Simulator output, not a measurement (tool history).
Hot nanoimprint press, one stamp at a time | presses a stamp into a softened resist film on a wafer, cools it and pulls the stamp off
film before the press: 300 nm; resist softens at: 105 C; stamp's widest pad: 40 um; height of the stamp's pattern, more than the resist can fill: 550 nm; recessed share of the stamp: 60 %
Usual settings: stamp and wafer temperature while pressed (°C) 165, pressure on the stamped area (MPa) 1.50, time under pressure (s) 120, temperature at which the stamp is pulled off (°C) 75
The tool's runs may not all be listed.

| run | day | stamp and wafer temperature while pressed (°C) | pressure on the stamped area (MPa) | time under pressure (s) | temperature at which the stamp is pulled off (°C) | resist left under the stamp's widest pad (nm) | greatest force while the stamp is pulled off (N) |
|---|---|---|---|---|---|---|---|
| 1 | 0.000 | 165 | 1.50 | 120 | 75 | 179.9 | 204 |
| 2 | 0.421 | 165 | 1.50 | 120 | 75 | 179.6 | 204 |
| 3 | 1.071 | 165 | 1.50 | 120 | 75 | 180.8 | 204 |
| 4 | 1.671 | 166 | 1.50 | 120 | 75 | 170.9 | 205 |
| 5 | 2.425 | 166 | 1.50 | 120 | 75 | 170.5 | 207 |
| 6 | 3.008 | 166 | 1.50 | 120 | 75 | 169.7 | 202 |
| 7 | 3.321 | 166 | 1.50 | 120 | 75 | 170.9 | 201 |
| 8 | 3.883 | 166 | 1.50 | 120 | 75 | 171.0 | 203 |
| 9 | 4.525 | 154 | 1.50 | 120 | 75 | 265.5 | 204 |
| 10 | 5.212 | 154 | 1.50 | 120 | 75 | 265.0 | 202 |
| 11 | 5.650 | 155 | 1.50 | 120 | 78 | 257.6 | 188 |
| 12 | 6.362 | 164 | 2.09 | 76 | 79 | 194.2 | 181 |
| 13 | 6.879 | 176 | 2.16 | 120 | 75 | 82.8 | 203 |
| 14 | 7.575 | 164 | 2.31 | 172 | 75 | 141.4 | 204 |
| 15 | 8.150 | 164 | 2.31 | 172 | 75 | 143.0 | 202 |
| 16 | 8.692 | 160 | 2.31 | 165 | 73 | 180.6 | 212 |
| 17 | 9.096 | 160 | 2.31 | 165 | 73 | 182.6 | 215 |
| 18 | 9.825 | 160 | 1.20 | 90 | 73 | 247.1 | 215 |

Forecast each of these 4 alternatives for the next run:
|  | 10.175 | stamp cleaned and given a new release coat |
| A | 10.508 | 173 | 1.15 | 120 | 77 | ? | ? |
|  | 10.175 | stamp cleaned and given a new release coat |
| B | 10.508 | 161 | 1.45 | 60 | 73 | ? | ? |
|  | 10.175 | stamp cleaned and given a new release coat |
| C | 10.508 | 163 | 2.22 | 63 | 75 | ? | ? |
|  | 10.175 | stamp cleaned and given a new release coat |
| D | 10.508 | 176 | 1.20 | 161 | 73 | ? | ? |

| run | resist left under the stamp's widest pad (nm) | greatest force while the stamp is pulled off (N) |
|---|---|---|
| A | 130.4 | 191 |
| B | 248.3 | 213 |
| C | 209.6 | 203 |
| D | 96.0 | 211 |
Without the tool's hidden state the same runs would have given:
| run | resist left under the stamp's widest pad (nm) | greatest force while the stamp is pulled off (N) |
|---|---|---|
| A | 130.6 | 191 |
| B | 248.5 | 213 |
| C | 209.9 | 203 |
| D | 96.2 | 211 |
